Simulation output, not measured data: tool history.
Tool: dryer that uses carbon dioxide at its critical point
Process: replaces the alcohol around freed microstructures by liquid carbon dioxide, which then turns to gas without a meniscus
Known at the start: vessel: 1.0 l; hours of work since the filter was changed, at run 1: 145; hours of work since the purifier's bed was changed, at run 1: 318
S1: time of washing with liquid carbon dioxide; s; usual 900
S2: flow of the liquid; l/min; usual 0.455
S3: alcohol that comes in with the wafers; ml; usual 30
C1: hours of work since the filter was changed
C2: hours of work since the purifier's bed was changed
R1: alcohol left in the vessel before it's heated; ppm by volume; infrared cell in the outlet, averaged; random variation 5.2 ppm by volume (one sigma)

run,hour,S1,S2,S3,C1,C2,R1
1,0.0,900,0.455,30,145,318,209
2,14.9,900,0.455,30,154,327,216
3,39.5,900,0.455,30,169,343,212
4,61.9,900,0.455,30,183,356,220
5,83.3,900,0.455,30,197,370,224
6,107.0,900,0.455,30,211,385,218
7,121.7,900,0.455,30,220,394,237
8,142.6,900,0.551,30,233,407,162
9,157.0,900,0.551,30,242,416,158
10,172.5,900,0.551,30,252,425,158
11,192.6,900,0.455,30,265,438,250
12,208.6,900,0.455,30,275,448,267
13,237.0,900,0.455,30,292,465,266
14,266.4,900,0.441,30,311,484,300
15,286.8,900,0.441,30,323,496,319
16,303.5,900,0.455,30,334,507,288
17,316.1,900,0.455,30,342,515,281
18,339.6,900,0.455,50,356,529,382
19,364.9,900,0.455,50,372,545,389
20,378.5,900,0.455,30,380,554,314
# hour 388.4: inlet filter changed
21,403.5,900,0.455,34,9,569,271
22,430.1,960,0.455,30,26,585,242
# hour 446.7: purifier's bed changed
23,457.0,660,0.295,50,41,6,3549
24,469.5,840,0.295,70,49,14,2430
25,492.6,840,0.295,70,63,29,2435
26,510.9,720,0.653,27,74,40,54
27,535.2,780,0.342,24,90,55,641
28,563.1,900,0.377,38,107,73,401
29,584.1,900,0.377,38,120,86,389
30,608.9,540,0.620,53,135,101,521
31,635.3,900,0.582,30,152,117,57
32,652.0,1320,0.478,60,162,128,57
33,666.8,600,0.664,38,171,137,188
34,679.7,600,0.664,38,179,145,196
35,693.9,600,0.664,38,188,154,194
36,715.9,540,0.431,107,202,168,4507
37,731.3,1320,0.665,26,212,177,67
38,747.8,1260,0.473,21,222,188,71
39,769.3,1260,0.510,51,235,201,76
40,797.9,1260,0.510,51,253,219,82
41,820.6,600,0.659,41,267,233,252
42,840.2,1140,0.485,107,279,245,139
43,869.7,1200,0.455,65,298,263,129

Forecast each of these 5 alternatives for the next run:
A,882.2,720,0.311,91,306,271,?
B,882.2,720,0.301,42,306,271,?
C,882.2,900,0.397,30,306,271,?
D,882.2,720,0.633,20,306,271,?
E,882.2,900,0.455,46,306,271,?

run,R1
A,4860
B,2603
C,349
D,127
E,291
Without the tool's hidden state the same runs would have given:
run,R1
A,4063
B,2154
C,205
D,32
E,154

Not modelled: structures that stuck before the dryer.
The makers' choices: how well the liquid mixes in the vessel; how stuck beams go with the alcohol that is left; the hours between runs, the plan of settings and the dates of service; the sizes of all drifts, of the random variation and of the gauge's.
